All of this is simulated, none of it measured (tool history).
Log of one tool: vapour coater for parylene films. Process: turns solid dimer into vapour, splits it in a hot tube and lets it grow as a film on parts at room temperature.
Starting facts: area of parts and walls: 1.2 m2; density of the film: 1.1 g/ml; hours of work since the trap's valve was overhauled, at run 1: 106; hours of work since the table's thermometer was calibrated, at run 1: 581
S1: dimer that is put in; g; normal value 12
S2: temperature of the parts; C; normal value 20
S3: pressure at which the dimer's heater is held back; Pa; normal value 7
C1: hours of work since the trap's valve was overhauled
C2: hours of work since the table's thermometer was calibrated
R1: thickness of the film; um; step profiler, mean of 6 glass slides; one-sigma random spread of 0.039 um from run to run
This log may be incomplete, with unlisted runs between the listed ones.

| run | hour | S1 | S2 | S3 | C1 | C2 | R1 |
|---|---|---|---|---|---|---|---|
| 1 | 0 | 12 | 20 | 7 | 106 | 581 | 4.09 |
| 2 | 23.6 | 12 | 20 | 7 | 123 | 597 | 4.18 |
| 3 | 75.8 | 12 | 20 | 7 | 160 | 634 | 4.2 |
| 4 | 120.4 | 12 | 20 | 7 | 191 | 666 | 4.16 |
| 5 | 158.1 | 12 | 20 | 7 | 218 | 692 | 4.16 |
|  | 209.2 | trap's valve overhauled |
| 6 | 212.8 | 12 | 20 | 7 | 2 | 728 | 4.17 |
| 7 | 242.5 | 12 | 20 | 7 | 23 | 749 | 4.23 |
| 8 | 284.6 | 12 | 20 | 7 | 53 | 779 | 4.19 |
| 9 | 318.8 | 12 | 20 | 7 | 77 | 803 | 4.13 |
| 10 | 350.1 | 13 | 23 | 2.83 | 99 | 825 | 4.87 |
| 11 | 400.3 | 13 | 23 | 2.83 | 135 | 860 | 4.88 |
| 12 | 454.5 | 19 | 17 | 2.2 | 173 | 899 | 9.77 |
| 13 | 484.8 | 19 | 17 | 2.2 | 194 | 920 | 9.81 |
| 14 | 534.3 | 19 | 17 | 2.2 | 229 | 955 | 9.71 |
|  | 572.2 | trap's valve overhauled |
| 15 | 592.2 | 13 | 16 | 8.45 | 14 | 993 | 5.13 |

Below are 4 alternative next runs, each starting from the tool's condition after run 15. Predict each:
| A | 643.9 | 14 | 16 | 8.45 | 51 | 1029 | ? |
| B | 643.9 | 19 | 16 | 4.83 | 51 | 1029 | ? |
| C | 643.9 | 20 | 14 | 7 | 51 | 1029 | ? |
| D | 643.9 | 20 | 12 | 5.26 | 51 | 1029 | ? |

| run | R1 |
|---|---|
| A | 5.51 |
| B | 8.47 |
| C | 8.91 |
| D | 10.47 |
Without the tool's hidden state the same runs would have given:
| run | R1 |
|---|---|
| A | 5.53 |
| B | 8.49 |
| C | 8.93 |
| D | 10.5 |
